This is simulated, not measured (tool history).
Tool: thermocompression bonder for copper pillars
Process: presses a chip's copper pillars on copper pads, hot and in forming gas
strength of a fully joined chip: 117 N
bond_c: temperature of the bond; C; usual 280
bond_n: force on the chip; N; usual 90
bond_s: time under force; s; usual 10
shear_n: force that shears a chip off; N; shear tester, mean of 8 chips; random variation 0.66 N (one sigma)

Run 1, hour 0: usual settings. Result: shear_n 70.5 N.
At hour 14.8: forming gas filter changed.
Run 2, hour 52.2: usual settings but bond_s 18 s. Result: shear_n 83.3 N.
Run 3, hour 110.8: usual settings. Result: shear_n 71.3 N.
Run 4, hour 161.9: usual settings. Result: shear_n 70.9 N.
Run 5, hour 205: usual settings. Result: shear_n 70.4 N.
Run 6, hour 263.9: usual settings. Result: shear_n 71.1 N.
Run 7, hour 319.1: usual settings but bond_n 104 N. Result: shear_n 77.2 N.
Run 8, hour 353.1: usual settings. Result: shear_n 70.3 N.
Run 9, hour 400: usual settings but bond_c 293 C. Result: shear_n 78.4 N.
Run 10, hour 428.2: usual settings but bond_s 5 s. Result: shear_n 56.7 N.
Run 11, hour 482: usual settings but bond_s 5 s. Result: shear_n 58.1 N.
Run 12, hour 544.2: usual settings but bond_s 5 s. Result: shear_n 56.2 N.
At hour 600.5: forming gas filter changed.
Run 13, hour 609.3: usual settings. Result: shear_n 71.7 N.
Run 14, hour 667.4: usual settings. Result: shear_n 72.8 N.
Run 15, hour 706.9: usual settings. Result: shear_n 72.7 N.
Run 16, hour 759.9: usual settings but bond_c 270 C. Result: shear_n 65.6 N.
Run 17, hour 821: usual settings but bond_c 270 C. Result: shear_n 65.6 N.
Run 18, hour 856: usual settings but bond_c 270 C. Result: shear_n 65.4 N.
Run 19, hour 903.3: usual settings but bond_c 270 C. Result: shear_n 65.9 N.
Run 20, hour 963.6: usual settings. Result: shear_n 70.9 N.
Run 21, hour 1008.2: usual settings but bond_n 69 N. Result: shear_n 60.5 N.
At hour 1015.4: force cell calibrated.
Run 22, hour 1075.2: usual settings but bond_c 276 C, bond_n 99 N, bond_s 6 s. Result: shear_n 62.1 N.
Run 23, hour 1140.1: usual settings but bond_c 294 C, bond_n 96 N, bond_s 20 s. Result: shear_n 94.5 N.
At hour 1173.1: force cell calibrated, once more.
Run 24, hour 1176.6: usual settings but bond_c 294 C, bond_n 96 N, bond_s 20 s. Result: shear_n 97.5 N.

Run 25 comes next. What will it give?
At hour 1187: forming gas filter changed.
Run 25, hour 1208.1: usual settings but bond_c 294 C, bond_n 96 N, bond_s 20 s. Result: shear_n ?.

{"run 25": {"shear_n": 100.2}}
Without the tool's hidden state the same run would have given shear_n 96.4 N.

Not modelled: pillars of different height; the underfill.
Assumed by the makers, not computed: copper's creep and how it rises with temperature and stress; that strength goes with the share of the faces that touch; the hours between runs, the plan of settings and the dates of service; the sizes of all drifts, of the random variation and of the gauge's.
